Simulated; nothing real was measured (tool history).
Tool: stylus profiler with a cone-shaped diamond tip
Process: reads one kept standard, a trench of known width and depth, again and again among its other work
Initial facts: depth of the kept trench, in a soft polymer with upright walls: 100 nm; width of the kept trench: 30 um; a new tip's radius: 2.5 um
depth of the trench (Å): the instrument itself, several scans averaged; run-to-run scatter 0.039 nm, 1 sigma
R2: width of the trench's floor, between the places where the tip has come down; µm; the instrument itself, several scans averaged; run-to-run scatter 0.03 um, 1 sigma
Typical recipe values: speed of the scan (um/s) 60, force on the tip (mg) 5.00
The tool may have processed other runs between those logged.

{"run": 1, "hour": 0.0, "speed of the scan (um/s)": 60, "force on the tip (mg)": 5.0, "depth of the trench (Å)": 1014.7, "R2": 28.31}
{"run": 2, "hour": 42.6, "speed of the scan (um/s)": 60, "force on the tip (mg)": 5.0, "depth of the trench (Å)": 1014.9, "R2": 28.25}
{"run": 3, "hour": 81.8, "speed of the scan (um/s)": 60, "force on the tip (mg)": 5.0, "depth of the trench (Å)": 1015.0, "R2": 28.18}
{"run": 4, "hour": 109.3, "speed of the scan (um/s)": 60, "force on the tip (mg)": 5.0, "depth of the trench (Å)": 1014.8, "R2": 28.2}
{"run": 5, "hour": 138.3, "speed of the scan (um/s)": 60, "force on the tip (mg)": 5.0, "depth of the trench (Å)": 1014.8, "R2": 28.19}
{"run": 6, "hour": 167.9, "speed of the scan (um/s)": 60, "force on the tip (mg)": 5.0, "depth of the trench (Å)": 1014.9, "R2": 28.22}
{"run": 7, "hour": 197.0, "speed of the scan (um/s)": 38, "force on the tip (mg)": 5.0, "depth of the trench (Å)": 1014.8, "R2": 28.29}
{"run": 8, "hour": 242.0, "speed of the scan (um/s)": 28, "force on the tip (mg)": 6.88, "depth of the trench (Å)": 1018.3, "R2": 28.34}
{"run": 9, "hour": 277.8, "speed of the scan (um/s)": 28, "force on the tip (mg)": 6.88, "depth of the trench (Å)": 1018.2, "R2": 28.31}
{"run": 10, "hour": 314.9, "speed of the scan (um/s)": 28, "force on the tip (mg)": 6.88, "depth of the trench (Å)": 1018.9, "R2": 28.33}
{"run": 11, "hour": 349.1, "speed of the scan (um/s)": 28, "force on the tip (mg)": 9.73, "depth of the trench (Å)": 1024.5, "R2": 28.32}
{"run": 12, "hour": 406.3, "speed of the scan (um/s)": 28, "force on the tip (mg)": 9.73, "depth of the trench (Å)": 1024.4, "R2": 28.33}
{"run": 13, "hour": 442.9, "speed of the scan (um/s)": 16, "force on the tip (mg)": 7.5, "depth of the trench (Å)": 1020.0, "R2": 28.19}

Put back what was entered between runs (1 entry, withheld): which listed runs does each sit between, and how does the hidden state differ from the listed run before to the listed run after?
Run 9 -> run 10: height scale calibrated on a step standard (hour 283.3)
  radius of the tip, um: 3.18 -> 3.23; height scale over the true one, %: 0.071 -> 0.111
  difference, measured minus the result without the unlogged condition, depth of the trench (Å): +0.7 -> +1.1; R2: -0.18 -> -0.20 µm

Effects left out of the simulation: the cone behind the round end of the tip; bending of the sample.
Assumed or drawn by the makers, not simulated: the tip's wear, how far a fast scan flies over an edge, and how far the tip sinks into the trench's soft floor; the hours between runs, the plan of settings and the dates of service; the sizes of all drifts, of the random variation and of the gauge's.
